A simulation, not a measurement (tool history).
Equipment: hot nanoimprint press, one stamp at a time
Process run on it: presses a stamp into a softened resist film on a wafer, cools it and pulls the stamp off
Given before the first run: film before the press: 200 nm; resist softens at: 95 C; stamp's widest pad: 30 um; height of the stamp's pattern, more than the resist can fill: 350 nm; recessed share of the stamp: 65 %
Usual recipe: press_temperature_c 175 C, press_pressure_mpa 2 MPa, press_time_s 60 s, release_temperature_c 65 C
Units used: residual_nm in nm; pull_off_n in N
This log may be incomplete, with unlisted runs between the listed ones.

run,hour,press_temperature_c,press_pressure_mpa,press_time_s,release_temperature_c,residual_nm,pull_off_n
1,0,175,2,60,65,110.7,148
2,14.2,175,2,60,62,110.7,159
3,22.6,175,2,60,70,110.5,139
4,31,175,2,60,70,110.4,139
5,43.3,175,2,60,65,110.6,159
6,54.9,175,2,60,65,110.9,160
7,62.1,175,2,60,62,110.7,164
8,77,175,2,60,57,111.5,184
9,90.7,175,2,60,57,110.9,188
10,105.4,175,2,60,62,111.2,178
11,112,175,2,60,62,111.1,178
# hour 126: stamp cleaned and given a new release coat
12,130.8,175,2,60,65,110.7,145
13,141.5,175,2,60,65,111.3,147
14,156,175,2,60,65,111.9,151
15,169.3,175,2,60,65,111.4,152
16,178,175,2,60,65,111.4,150
17,184,175,2.08,60,54,108.7,185
18,194.1,181,2.93,48,72,81.4,134
19,207.5,181,2.17,82,72,81.2,139
20,217.3,175,2.83,60,65,92.4,159
21,225.1,175,2.83,60,65,92.7,162
22,237.4,175,2.63,60,50,96.8,211
# hour 251.9: plate thermocouple calibrated
23,252.5,175,2,38,65,123.6,159
24,260,171,2,34,69,140.3,150
25,273.9,175,2,60,65,109.2,171
# hour 283.6: stamp cleaned and given a new release coat
26,290.8,177,2.05,98,66,87.2,138
27,297.9,174,2.94,98,66,78.3,144
28,307.2,174,2.94,98,72,77.7,128
29,315.6,166,2.91,53,72,121.5,129

How would selected steps in residual_nm from run to run divide? Give the signed amount a tool lacking its hidden state would still show from settings, what came in and random variation, and the signed amount left for the hidden state, including any gauge scatter that is not in both of the compared results.
Hidden state present: true temperature over the reading, C; pressure that arrives at the usual setting, %; grip of the stamp's worn release coat, % over a new coat's; drift of the gauge itself on residual_nm, %; drift of the gauge itself on pull_off_n, %.
Run 19 -> 20: press_temperature_c 181 -> 175, press_pressure_mpa 2.17 -> 2.83, press_time_s 82 -> 60, release_temperature_c 72 -> 65. residual_nm +11.2 nm: hidden state +0.6, all else +10.6.
Run 22 -> 23: press_pressure_mpa 2.63 -> 2, press_time_s 60 -> 38, release_temperature_c 50 -> 65, plate thermocouple calibrated. residual_nm +26.8 nm: hidden state -2.8, all else +29.6.
Run 24 -> 25: press_temperature_c 171 -> 175, press_time_s 34 -> 60, release_temperature_c 69 -> 65. residual_nm -31.1 nm: hidden state +0.1, all else -31.2.
Run 28 -> 29: press_temperature_c 174 -> 166, press_pressure_mpa 2.94 -> 2.91, press_time_s 98 -> 53. residual_nm +43.8 nm: hidden state +0.1, all else +43.7.
